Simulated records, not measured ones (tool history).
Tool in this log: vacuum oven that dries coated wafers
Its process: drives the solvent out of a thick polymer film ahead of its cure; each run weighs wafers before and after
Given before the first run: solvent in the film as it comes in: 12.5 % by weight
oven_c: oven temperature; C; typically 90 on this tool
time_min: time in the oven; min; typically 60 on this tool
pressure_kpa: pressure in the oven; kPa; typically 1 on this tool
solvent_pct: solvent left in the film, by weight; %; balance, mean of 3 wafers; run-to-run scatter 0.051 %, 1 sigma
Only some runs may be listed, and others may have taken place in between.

Run 1, day 0: usual settings. Result: solvent_pct 1.13 %.
Run 2, day 2.15: usual settings. Result: solvent_pct 1.18 %.
Run 3, day 3.933: usual settings. Result: solvent_pct 1.16 %.
Run 4, day 5.196: usual settings. Result: solvent_pct 1.19 %.
Run 5, day 6.475: usual settings. Result: solvent_pct 1.18 %.
Run 6, day 7.658: usual settings. Result: solvent_pct 1.2 %.
Run 7, day 8.958: usual settings. Result: solvent_pct 1.16 %.
Run 8, day 10.879: usual settings. Result: solvent_pct 1.15 %.
Run 9, day 13.133: usual settings but oven_c 83 C. Result: solvent_pct 2.07 %.
Run 10, day 14.55: usual settings but oven_c 83 C. Result: solvent_pct 2.05 %.
Run 11, day 15.712: usual settings but oven_c 83 C. Result: solvent_pct 2.18 %.
Run 12, day 17.117: usual settings but oven_c 83 C. Result: solvent_pct 2.06 %.
Run 13, day 19.742: usual settings but oven_c 83 C. Result: solvent_pct 2.13 %.
Run 14, day 22.483: usual settings but oven_c 87 C. Result: solvent_pct 1.66 %.
Run 15, day 24.017: usual settings. Result: solvent_pct 1.18 %.
Run 16, day 26.367: usual settings. Result: solvent_pct 1.35 %.
Run 17, day 27.7: usual settings. Result: solvent_pct 1.24 %.
Run 18, day 29.008: usual settings. Result: solvent_pct 1.22 %.
Run 19, day 30.946: usual settings but oven_c 86 C. Result: solvent_pct 1.68 %.
At day 32.821: oven's thermocouples calibrated.
Run 20, day 33.2: usual settings. Result: solvent_pct 1.07 %.
Run 21, day 34.583: usual settings but pressure_kpa 1.49 kPa. Result: solvent_pct 1.29 %.
Run 22, day 36.85: usual settings but pressure_kpa 1.49 kPa. Result: solvent_pct 1.33 %.
Run 23, day 38.062: usual settings but time_min 39 min, pressure_kpa 1.49 kPa. Result: solvent_pct 2.27 %.
Run 24, day 40.7: usual settings but oven_c 76 C, time_min 69 min, pressure_kpa 1.45 kPa. Result: solvent_pct 2.82 %.
Run 25, day 42.362: usual settings but oven_c 80 C, pressure_kpa 1.03 kPa. Result: solvent_pct 2.45 %.
Run 26, day 43.8: usual settings but oven_c 80 C, pressure_kpa 1.03 kPa. Result: solvent_pct 2.49 %.
Run 27, day 45.029: usual settings but oven_c 93 C. Result: solvent_pct 0.96 %.
Run 28, day 46.429: usual settings but pressure_kpa 2.74 kPa. Result: solvent_pct 1.9 %.
Run 29, day 47.738: usual settings but oven_c 79 C, time_min 43 min, pressure_kpa 2.05 kPa. Result: solvent_pct 4.1 %.
Run 30, day 49.992: usual settings but oven_c 95 C, time_min 47 min. Result: solvent_pct 1.17 %.
At day 51.392: vacuum gauge cleaned of residue and calibrated.
Run 31, day 51.971: usual settings but time_min 97 min. Result: solvent_pct 0.48 %.
Run 32, day 54.217: usual settings but oven_c 95 C, time_min 40 min, pressure_kpa 3.55 kPa. Result: solvent_pct 2.1 %.
Run 33, day 56.029: usual settings but oven_c 95 C, time_min 40 min, pressure_kpa 3.55 kPa. Result: solvent_pct 2.1 %.
Run 34, day 58.279: usual settings but oven_c 95 C, time_min 40 min, pressure_kpa 3.55 kPa. Result: solvent_pct 2.1 %.
Run 35, day 59.9: usual settings but time_min 36 min, pressure_kpa 3.28 kPa. Result: solvent_pct 3.06 %.
Run 36, day 61.842: usual settings but time_min 72 min, pressure_kpa 0.88 kPa. Result: solvent_pct 0.68 %.
Run 37, day 63.329: usual settings but oven_c 81 C, pressure_kpa 1.83 kPa. Result: solvent_pct 2.73 %.
Run 38, day 65.238: usual settings but oven_c 94 C, pressure_kpa 2.84 kPa. Result: solvent_pct 1.44 %.
Run 39, day 66.679: usual settings but oven_c 94 C, pressure_kpa 2.84 kPa. Result: solvent_pct 1.43 %.
Run 40, day 68.7: usual settings but oven_c 94 C, pressure_kpa 2.84 kPa. Result: solvent_pct 1.41 %.
Run 41, day 71.458: usual settings but oven_c 94 C, pressure_kpa 2.84 kPa. Result: solvent_pct 1.35 %.
Run 42, day 73.671: usual settings but time_min 31 min. Result: solvent_pct 2.81 %.
Run 43, day 76.35: usual settings but oven_c 103 C, time_min 81 min. Result: solvent_pct 0.36 %.
At day 77.325: oven's thermocouples calibrated.
Run 44, day 78.029: usual settings but oven_c 96 C, time_min 81 min. Result: solvent_pct 0.44 %.
Run 45, day 79.892: usual settings but oven_c 80 C, time_min 53 min, pressure_kpa 0.88 kPa. Result: solvent_pct 2.63 %.
Run 46, day 81.842: usual settings but oven_c 80 C, time_min 53 min, pressure_kpa 0.88 kPa. Result: solvent_pct 2.61 %.

Below, each run's measurement less what the same run would have read without the hidden state. Both values contain the same run-to-run variation, but the gauge's scatter may not be the same in both:
Hidden state at play: true wafer temperature over the reading, C; true pressure over the reading, kPa; drift of the gauge itself on solvent_pct, %.
run  solvent_pct
  1         +0.2
  2        +0.21
  3        +0.21
  4        +0.22
  5        +0.23
  6        +0.24
  7        +0.24
  8        +0.25
  9        +0.36
 10        +0.37
 11        +0.37
 12        +0.39
 13         +0.4
 14        +0.36
 15        +0.31
 16        +0.32
 17        +0.33
 18        +0.35
 19        +0.42
 20        +0.17
 21        +0.18
 22        +0.19
 23        +0.19
 24        +0.32
 25        +0.29
 26         +0.3
 27        +0.21
 28        +0.25
 29        +0.33
 30        +0.21
 31        +0.02
 32        +0.09
 33         +0.1
 34        +0.12
 35        +0.16
 36        +0.07
 37        +0.19
 38        +0.11
 39        +0.11
 40        +0.12
 41        +0.13
 42        +0.24
 43        +0.04
 44        +0.04
 45        +0.13
 46        +0.14

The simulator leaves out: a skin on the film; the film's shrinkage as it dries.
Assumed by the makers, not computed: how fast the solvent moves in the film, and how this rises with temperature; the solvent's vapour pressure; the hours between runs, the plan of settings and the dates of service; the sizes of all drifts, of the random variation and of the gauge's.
